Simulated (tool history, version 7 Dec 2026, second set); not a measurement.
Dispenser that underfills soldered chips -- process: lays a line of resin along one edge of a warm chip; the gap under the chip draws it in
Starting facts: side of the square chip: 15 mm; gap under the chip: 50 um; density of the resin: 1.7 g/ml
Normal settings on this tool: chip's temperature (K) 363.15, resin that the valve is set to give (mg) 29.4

| run | day | chip's temperature (K) | resin that the valve is set to give (mg) | time until the resin shows at the far edge (s) | resin that the valve gave (mg) |
|---|---|---|---|---|---|
| 1 | 0 | 363.15 | 29.4 | 384.4 | 28.88 |
| 2 | 0.217 | 374.15 | 29.4 | 369.8 | 28.62 |
|  | 0.296 | new syringe of resin |
|  | 0.496 | dispensing valve cleaned and set on the balance |
| 3 | 0.496 | 363.15 | 29.4 | 354.5 | 29.38 |
|  | 0.825 | new syringe of resin |
| 4 | 0.946 | 363.15 | 29.4 | 332.3 | 29.24 |
| 5 | 1.158 | 363.15 | 28.3 | 461.7 | 27.96 |
|  | 1.317 | new syringe of resin |
| 6 | 1.588 | 363.15 | 28.3 | 429.5 | 27.95 |
|  | 1.792 | new syringe of resin |
| 7 | 1.983 | 363.15 | 29.4 | 371.3 | 29.03 |
|  | 2.267 | new syringe of resin |
| 8 | 2.492 | 363.15 | 31 | 386.6 | 30.75 |
|  | 2.75 | new syringe of resin |
|  | 2.875 | dispensing valve cleaned and set on the balance |
| 9 | 2.938 | 363.15 | 29.4 | 340.4 | 29.33 |
|  | 3.267 | new syringe of resin |
| 10 | 3.346 | 363.15 | 29.4 | 305.5 | 29.18 |
| 11 | 3.633 | 355.15 | 37 | 618.7 | 36.53 |

The next listed run, before its measurement:
|  | 3.754 | new syringe of resin |
| 12 | 3.958 | 363.15 | 26.9 | ? | ? |

time until the resin shows at the far edge (s): 374
resin that the valve gave (mg): 26.61
If the tool had no hidden condition, the same run with the same run-to-run variation would have returned time until the resin shows at the far edge (s) 284.7, resin that the valve gave (mg) 26.99.
